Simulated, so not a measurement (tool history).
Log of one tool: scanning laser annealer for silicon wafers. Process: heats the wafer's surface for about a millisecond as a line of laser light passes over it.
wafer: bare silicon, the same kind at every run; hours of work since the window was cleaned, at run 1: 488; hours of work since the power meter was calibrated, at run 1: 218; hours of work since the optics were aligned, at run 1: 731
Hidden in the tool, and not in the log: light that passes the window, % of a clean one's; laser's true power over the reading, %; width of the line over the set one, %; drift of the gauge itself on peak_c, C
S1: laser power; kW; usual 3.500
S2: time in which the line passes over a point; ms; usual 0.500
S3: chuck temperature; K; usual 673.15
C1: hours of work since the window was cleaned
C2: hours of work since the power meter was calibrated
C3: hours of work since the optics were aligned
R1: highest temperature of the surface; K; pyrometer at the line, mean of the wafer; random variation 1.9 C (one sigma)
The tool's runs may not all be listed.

Run 1, hour 0.0: usual settings; C1 488; C2 218; C3 731. Result: R1 1483.15 K.
Run 2, hour 32.0: usual settings; C1 506; C2 236; C3 749. Result: R1 1480.15 K.
Run 3, hour 63.7: usual settings; C1 523; C2 254; C3 766. Result: R1 1481.15 K.
Run 4, hour 104.2: usual settings but S1 3.330 kW; C1 546; C2 276; C3 789. Result: R1 1439.15 K.
Run 5, hour 141.1: usual settings but S1 3.674 kW; C1 566; C2 296; C3 809. Result: R1 1525.15 K.
Run 6, hour 175.7: usual settings but S1 3.103 kW; C1 585; C2 316; C3 828. Result: R1 1385.15 K.
Run 7, hour 201.6: usual settings but S1 3.103 kW; C1 600; C2 330; C3 842. Result: R1 1382.15 K.
Run 8, hour 228.2: usual settings but S1 3.516 kW; C1 614; C2 345; C3 857. Result: R1 1487.15 K.
Run 9, hour 256.4: usual settings but S3 696.15 K; C1 630; C2 360; C3 873. Result: R1 1504.15 K.
Run 10, hour 278.9: usual settings but S3 696.15 K; C1 642; C2 373; C3 885. Result: R1 1504.15 K.
Run 11, hour 295.3: usual settings but S3 696.15 K; C1 651; C2 382; C3 894. Result: R1 1501.15 K.
Run 12, hour 318.4: usual settings; C1 664; C2 394; C3 907. Result: R1 1481.15 K.
Run 13, hour 337.3: usual settings; C1 675; C2 405; C3 918. Result: R1 1477.15 K.
Run 14, hour 366.4: usual settings; C1 691; C2 421; C3 934. Result: R1 1483.15 K.
Run 15, hour 386.7: usual settings; C1 702; C2 432; C3 945. Result: R1 1483.15 K.
Run 16, hour 410.9: usual settings but S2 0.467 ms; C1 715; C2 446; C3 958. Result: R1 1461.15 K.
Run 17, hour 445.1: usual settings but S1 3.839 kW, S2 0.433 ms; C1 734; C2 465; C3 977. Result: R1 1513.15 K.
Run 18, hour 474.3: usual settings but S1 3.742 kW, S2 0.365 ms, S3 645.15 K; C1 750; C2 481; C3 993. Result: R1 1408.15 K.
Run 19, hour 490.7: usual settings but S1 3.742 kW, S2 0.365 ms, S3 645.15 K; C1 759; C2 490; C3 1002. Result: R1 1405.15 K.
Run 20, hour 523.0: usual settings but S2 0.438 ms; C1 777; C2 508; C3 1020. Result: R1 1439.15 K.
Run 21, hour 552.6: usual settings but S2 0.488 ms, S3 669.15 K; C1 794; C2 524; C3 1037. Result: R1 1473.15 K.
Run 22, hour 588.7: usual settings but S2 0.488 ms, S3 645.15 K; C1 814; C2 544; C3 1057. Result: R1 1446.15 K.
At hour 620.8: window over the wafer cleaned.
Run 23, hour 629.9: usual settings but S2 0.488 ms, S3 645.15 K; C1 5; C2 566; C3 1078. Result: R1 1449.15 K.
Run 24, hour 667.8: usual settings but S1 3.065 kW, S2 0.473 ms; C1 26; C2 587; C3 1099. Result: R1 1360.15 K.
Run 25, hour 687.0: usual settings but S1 3.563 kW, S2 0.456 ms, S3 678.15 K; C1 37; C2 597; C3 1110. Result: R1 1471.15 K.
Run 26, hour 708.5: usual settings but S1 3.563 kW, S2 0.456 ms, S3 678.15 K; C1 49; C2 609; C3 1122. Result: R1 1472.15 K.
Run 27, hour 734.8: usual settings but S2 0.487 ms, S3 665.15 K; C1 63; C2 624; C3 1136. Result: R1 1462.15 K.
Run 28, hour 771.4: usual settings but S2 0.487 ms, S3 665.15 K; C1 83; C2 644; C3 1157. Result: R1 1462.15 K.
Run 29, hour 792.9: usual settings but S1 2.989 kW, S2 0.606 ms, S3 688.15 K; C1 95; C2 656; C3 1168. Result: R1 1427.15 K.
At hour 827.6: optics aligned, line set to its width.
Run 30, hour 827.6: usual settings but S1 3.438 kW, S2 0.584 ms, S3 685.15 K; C1 112; C2 672; C3 0. Result: R1 1530.15 K.
Run 31, hour 859.8: usual settings but S1 3.438 kW, S2 0.584 ms, S3 685.15 K; C1 129; C2 690; C3 18. Result: R1 1531.15 K.

Hidden state at the last listed run before each entry between runs and at the first one after, where it differs:
Between runs 22 and 23: window over the wafer cleaned (hour 620.8)
  light that passes the window, % of a clean one's: 99.92 -> 100
Between runs 29 and 30: optics aligned, line set to its width (hour 827.6)
  width of the line over the set one, %: 0.04 -> 0

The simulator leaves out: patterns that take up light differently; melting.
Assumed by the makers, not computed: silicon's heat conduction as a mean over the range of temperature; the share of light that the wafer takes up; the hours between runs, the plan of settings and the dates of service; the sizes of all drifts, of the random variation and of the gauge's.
